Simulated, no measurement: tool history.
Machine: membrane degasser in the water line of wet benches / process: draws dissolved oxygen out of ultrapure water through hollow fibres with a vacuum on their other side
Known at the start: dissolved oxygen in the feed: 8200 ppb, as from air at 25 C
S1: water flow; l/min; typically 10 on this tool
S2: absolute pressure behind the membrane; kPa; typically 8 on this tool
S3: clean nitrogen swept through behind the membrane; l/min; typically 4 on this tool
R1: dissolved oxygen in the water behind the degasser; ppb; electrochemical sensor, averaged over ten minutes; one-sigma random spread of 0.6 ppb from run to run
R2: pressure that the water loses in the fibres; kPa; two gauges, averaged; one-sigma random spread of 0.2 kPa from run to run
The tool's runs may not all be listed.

| run | hour | S1 | S2 | S3 | R1 | R2 |
|---|---|---|---|---|---|---|
| 1 | 0 | 10 | 8 | 4 | 51.4 | 43.5 |
| 2 | 47.3 | 10 | 8 | 4 | 51.9 | 43.24 |
| 3 | 111.2 | 10 | 8 | 4 | 52.2 | 43.71 |
| 4 | 155.3 | 10 | 8 | 2 | 79.8 | 43.42 |
| 5 | 231.6 | 10 | 8 | 2 | 80.2 | 43.3 |
| 6 | 267.5 | 10 | 8 | 2 | 80.2 | 43.61 |
| 7 | 326.5 | 10 | 8.67 | 4 | 56.7 | 43.65 |
| 8 | 375.6 | 10 | 8 | 4 | 52.6 | 43.09 |
| 9 | 432.1 | 10 | 8 | 4 | 51.7 | 42.98 |
| 10 | 476.4 | 10 | 8 | 7.37 | 38 | 43.18 |
| 11 | 519.1 | 10 | 8 | 7.37 | 38.9 | 43.12 |
| 12 | 571.5 | 10 | 8 | 4.37 | 49.5 | 43.26 |
| 13 | 629.8 | 10 | 8 | 10.03 | 35.3 | 42.98 |
| 14 | 711.7 | 9 | 8 | 4 | 42.8 | 38.55 |
| 15 | 771.4 | 10 | 8 | 4 | 52.7 | 42.71 |
| 16 | 848.9 | 10 | 8 | 1.96 | 81.2 | 42.85 |
| 17 | 910.7 | 10 | 8 | 1.96 | 82 | 42.81 |
| 18 | 993.1 | 12 | 6.3 | 4 | 61.9 | 51.35 |
| 19 | 1058.3 | 13 | 9.79 | 10.91 | 68.3 | 55.41 |
| 20 | 1141.7 | 13 | 9.79 | 10.91 | 69.5 | 55.51 |
|  | 1186.9 | gauge calibrated |
| 21 | 1190 | 9 | 6.65 | 2.77 | 43.4 | 38.77 |
| 22 | 1243.3 | 10 | 9.78 | 1.69 | 115.6 | 43.43 |
| 23 | 1279.7 | 14 | 5.02 | 5.39 | 73.4 | 60.53 |
| 24 | 1334.7 | 14 | 5.02 | 5.39 | 74 | 61.19 |
| 25 | 1396.3 | 14 | 5.02 | 5.39 | 71.5 | 61.21 |
| 26 | 1443.9 | 14 | 5.02 | 5.39 | 72.5 | 60.64 |
| 27 | 1499.1 | 14 | 10.68 | 5.39 | 108.4 | 60.99 |
| 28 | 1576.4 | 14 | 10.68 | 7.13 | 96.7 | 60.7 |
| 29 | 1614.1 | 8 | 12.1 | 2.43 | 83.5 | 34.6 |
| 30 | 1648.3 | 8 | 12.1 | 5.21 | 44 | 34.28 |
| 31 | 1687.3 | 8 | 12.1 | 9.42 | 30.2 | 34.6 |
| 32 | 1722.7 | 8 | 8 | 4 | 33.7 | 34.73 |

The logged runs with the hidden state left out (each run's random variation unchanged):
The tool's hidden condition here consists of: membrane still open, %; true pressure behind the membrane over the reading, kPa; air that leaks in behind the membrane, l/min; drift of the gauge itself on oxygen_ppb, %; drift of the gauge itself on loss_of_pressure_kpa, %.
| run | R2 |
|---|---|
| 1 | 43.49 |
| 2 | 43.27 |
| 3 | 43.8 |
| 4 | 43.55 |
| 5 | 43.5 |
| 6 | 43.85 |
| 7 | 43.95 |
| 8 | 43.43 |
| 9 | 43.37 |
| 10 | 43.62 |
| 11 | 43.6 |
| 12 | 43.78 |
| 13 | 43.55 |
| 14 | 39.14 |
| 15 | 43.41 |
| 16 | 43.63 |
| 17 | 43.64 |
| 18 | 52.43 |
| 19 | 56.66 |
| 20 | 56.87 |
| 21 | 38.76 |
| 22 | 43.47 |
| 23 | 60.63 |
| 24 | 61.36 |
| 25 | 61.46 |
| 26 | 60.95 |
| 27 | 61.38 |
| 28 | 61.18 |
| 29 | 34.91 |
| 30 | 34.61 |
| 31 | 34.96 |
| 32 | 35.11 |
R1: within 0.2 ppb of the measured result in every run.
